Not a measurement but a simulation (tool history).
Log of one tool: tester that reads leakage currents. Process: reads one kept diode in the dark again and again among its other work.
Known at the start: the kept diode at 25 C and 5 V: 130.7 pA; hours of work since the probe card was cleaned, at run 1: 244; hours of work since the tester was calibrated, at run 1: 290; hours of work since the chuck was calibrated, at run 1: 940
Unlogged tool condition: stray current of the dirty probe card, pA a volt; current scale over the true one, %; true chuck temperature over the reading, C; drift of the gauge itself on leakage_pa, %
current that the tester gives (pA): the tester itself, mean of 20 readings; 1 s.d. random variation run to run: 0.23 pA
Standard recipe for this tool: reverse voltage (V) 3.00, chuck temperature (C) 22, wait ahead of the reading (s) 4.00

run	hour	reverse voltage (V)	chuck temperature (C)	wait ahead of the reading (s)	hours of work since the probe card was cleaned	hours of work since the tester was calibrated	hours of work since the chuck was calibrated	current that the tester gives (pA)
1	0.0	3.00	22	4.00	244	290	940	79.16
2	20.6	3.00	22	4.00	258	304	954	79.65
3	43.6	3.00	22	4.00	274	320	969	79.62
4	69.3	3.00	22	4.00	291	337	987	79.70
5	92.6	3.00	22	4.60	307	353	1003	80.07
6	125.6	3.00	22	4.60	330	376	1025	80.53
7	145.2	2.72	22	4.00	343	389	1038	76.15
8	172.0	2.72	22	4.00	361	407	1057	75.90
9	209.0	2.72	22	4.00	386	432	1082	75.91
10	230.0	1.72	22	4.00	400	447	1096	59.75
11	255.6	1.72	22	4.00	418	464	1113	59.44
12	273.1	1.72	22	4.00	430	476	1125	59.18
13	294.9	1.72	22	4.00	445	491	1140	59.58
14	315.1	1.72	22	4.00	458	504	1154	59.58
15	346.6	1.72	22	4.00	480	526	1175	59.85
16	365.1	3.00	22	4.00	492	538	1188	80.73
# hour 369.9: probe card cleaned and baked
17	385.6	3.00	22	4.00	11	550	1200	81.17
18	417.7	3.00	22	4.00	32	572	1221	81.59
# hour 431.3: probe card cleaned and baked, once more
19	453.3	3.00	51	4.00	15	594	1244	906.72
20	482.4	3.00	51	4.00	35	614	1263	907.11
21	517.8	3.00	20	9.39	59	638	1287	66.54
22	554.8	12.73	28	4.00	84	663	1313	300.03
23	574.8	12.73	28	4.00	97	677	1326	302.47
24	614.1	12.73	28	4.00	124	703	1353	301.56

Forecast run 25:
25	648.9	3.29	34	1.83	148	727	1376	?

Run 25 produced current that the tester gives (pA) 243.50.
Without the tool's hidden state the same run would have given current that the tester gives (pA) 229.87.
